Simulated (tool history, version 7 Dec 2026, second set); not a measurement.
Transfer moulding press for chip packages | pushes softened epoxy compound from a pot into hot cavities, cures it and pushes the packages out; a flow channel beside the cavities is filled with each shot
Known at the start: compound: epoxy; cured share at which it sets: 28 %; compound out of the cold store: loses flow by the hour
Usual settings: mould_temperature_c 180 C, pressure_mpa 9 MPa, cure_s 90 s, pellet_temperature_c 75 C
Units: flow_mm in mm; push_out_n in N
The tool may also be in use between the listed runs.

run   hour  mould_temperature_c  pressure_mpa  cure_s  pellet_temperature_c  incoming compound's hours out of the cold store  flow_mm  push_out_n
  1      0                  180             9      90                    75                                             38.2      599         698
  2      5                  180             9      90                    75                                             13.8      657         760
  3     16                  180             9      90                    75                                              8.6      664         783
  4   23.7                  180             9      90                    75                                             39.7      593         775
      29.8  -- cavities cleaned with cleaning compound and waxed
  5   35.1                  180             9      82                    75                                             10.9      652         593
  6   43.1                  180             9     110                    75                                             43.7      590         376
  7   51.4                  180             9     110                    75                                             20.3      624         439
  8   63.1                  180             9     110                    75                                             12.3      642         491
  9   71.2                  180             9     110                    75                                             30.8      600         515
 10   78.1                  180             9     110                    75                                                9      652         529
 11   83.2                  180             9      83                    75                                              9.7      644         963
 12     94                  181             9      83                    69                                             26.5      608         883
 13    104                  180         10.79      83                    69                                             24.4      655         949
     110.3  -- cavities cleaned with cleaning compound and waxed
 14    116                  175          10.5      97                    69                                             44.4      627         537
 15  122.5                  175          10.5      97                    69                                             29.8      651         652
     125.3  -- mould's thermocouples calibrated
 16  135.1                  175          10.5      97                    69                                             13.5      687         786
 17    141                  183         10.94     118                    65                                             43.5      617         437
 18  151.7                  180          9.55     115                    75                                             38.4      591         472
 19  156.7                  180          9.55     115                    75                                             13.5      644         512
 20  163.2                  180          9.55     115                    75                                             29.4      606         528
 21  168.5                  180          9.55     115                    75                                             45.9      573         508
 22  176.6                  180          9.55     115                    75                                             16.6      630         529

5 ways to go on from here, each from the tool as it stands after run 22. What would each give?
     184.3  -- mould's thermocouples calibrated, once more
  A   189                  180          9.64     115                    75                                             41.1        ?           ?
     184.3  -- mould's thermocouples calibrated, once more
  B   189                  180         10.11     115                    75                                             34.7        ?           ?
     184.3  -- mould's thermocouples calibrated, once more
  C   189                  177          7.41      90                    75                                             12.6        ?           ?
     184.3  -- mould's thermocouples calibrated, once more
  D   189                  180          9.55     115                    77                                              9.5        ?           ?
     184.3  -- mould's thermocouples calibrated, once more
  E   189                  180          9.55     115                    83                                             21.9        ?           ?

run  flow_mm  push_out_n
  A      584         522
  B      608         514
  C      567         903
  D      640         525
  E      622         540
Without the tool's hidden state the same runs would have given:
run  flow_mm  push_out_n
  A      636         261
  B      662         257
  C      617         453
  D      697         260
  E      677         269
